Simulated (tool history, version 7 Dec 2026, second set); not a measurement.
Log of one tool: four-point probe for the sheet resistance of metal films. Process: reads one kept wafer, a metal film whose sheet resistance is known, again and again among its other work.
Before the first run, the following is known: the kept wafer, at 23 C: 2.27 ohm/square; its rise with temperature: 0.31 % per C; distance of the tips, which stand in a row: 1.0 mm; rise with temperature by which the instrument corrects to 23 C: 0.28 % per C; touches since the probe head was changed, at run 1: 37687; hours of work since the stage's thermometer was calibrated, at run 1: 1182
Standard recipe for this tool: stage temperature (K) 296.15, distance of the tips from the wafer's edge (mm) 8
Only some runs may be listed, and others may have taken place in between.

run	hour	stage temperature (K)	distance of the tips from the wafer's edge (mm)	touches since the probe head was changed	hours of work since the stage's thermometer was calibrated	sheet resistance as the instrument gives it (ohm/square)
1	0	296.15	8	37687	1182	2.297278
2	33.1	296.15	8	39628	1204	2.2982
3	81.1	296.15	4	42449	1236	2.353136
4	135.5	291.15	8	45639	1272	2.294518
5	172	291.15	8	47780	1296	2.295266
6	199.2	291.15	8	49382	1314	2.294907
7	236.1	296.15	4	51547	1338	2.354246
8	263.9	296.15	4	53179	1357	2.353438
9	321.6	296.15	4	56564	1395	2.353851
10	363.9	300.15	8	59045	1423	2.302293
11	419.6	296.15	8	62314	1459	2.300106
12	482.3	296.15	8	65995	1501	2.300217
13	526.2	296.15	8	68575	1530	2.299698
14	581.8	296.15	8	71836	1566	2.301011
15	610.8	296.15	8	73538	1586	2.299782
16	659.2	296.15	8	76380	1618	2.299949
17	690.1	296.15	10	78192	1638	2.294137
18	751	296.15	10	81770	1678	2.29465
# hour 756.5: stage's thermometer calibrated
19	801.9	296.15	8	84725	30	2.299682
20	836.9	296.15	8	86779	53	2.300729
# hour 873.4: stage's thermometer calibrated, once more
21	883.3	297.15	8	89473	6	2.305366
22	917.4	297.15	8	91476	29	2.305962
23	975.4	299.15	17	94882	67	2.293354
24	1014.3	299.15	17	97161	93	2.293066
25	1071.2	307.15	14	100503	131	2.300208
26	1129.9	300.15	4	103951	169	2.363694
27	1170.1	300.15	4	106311	196	2.364697
28	1210.1	304.15	37	108655	222	2.293946
29	1270.9	302.15	3	112223	262	2.420426
30	1324.1	303.15	33	115345	297	2.293497
31	1355.8	294.15	19	117210	318	2.290709
32	1393	297.15	44	119394	343	2.289951
33	1445.5	297.15	72	122472	378	2.290041
34	1506.3	307.15	72	126040	418	2.296973
35	1553.9	307.15	72	128837	449	2.29718
# hour 1568: new probe head fitted
36	1602.4	293.15	7	2024	480	2.292904
37	1644.3	304.15	8	4480	508	2.29472
38	1676.4	291.15	20	6366	529	2.271041
39	1705.6	299.15	19	8078	548	2.276318
40	1760.5	297.15	4	11302	585	2.345446
41	1793.7	297.15	4	13252	607	2.346535
42	1822	297.15	4	14914	625	2.345547
43	1858.3	305.15	33	17042	649	2.278273
44	1916.5	295.15	41	20458	688	2.272729

What if the next run were any one of these 3? Each begins from the tool's condition after run 44:
A	1975	295.15	6	23892	726	?
B	1975	296.15	60	23892	726	?
C	1975	301.15	18	23892	726	?

run	sheet resistance as the instrument gives it (ohm/square)
A	2.305226
B	2.272784
C	2.280454
Without the tool's unlogged condition, the same runs would have read:
run	sheet resistance as the instrument gives it (ohm/square)
A	2.303183
B	2.270762
C	2.278402

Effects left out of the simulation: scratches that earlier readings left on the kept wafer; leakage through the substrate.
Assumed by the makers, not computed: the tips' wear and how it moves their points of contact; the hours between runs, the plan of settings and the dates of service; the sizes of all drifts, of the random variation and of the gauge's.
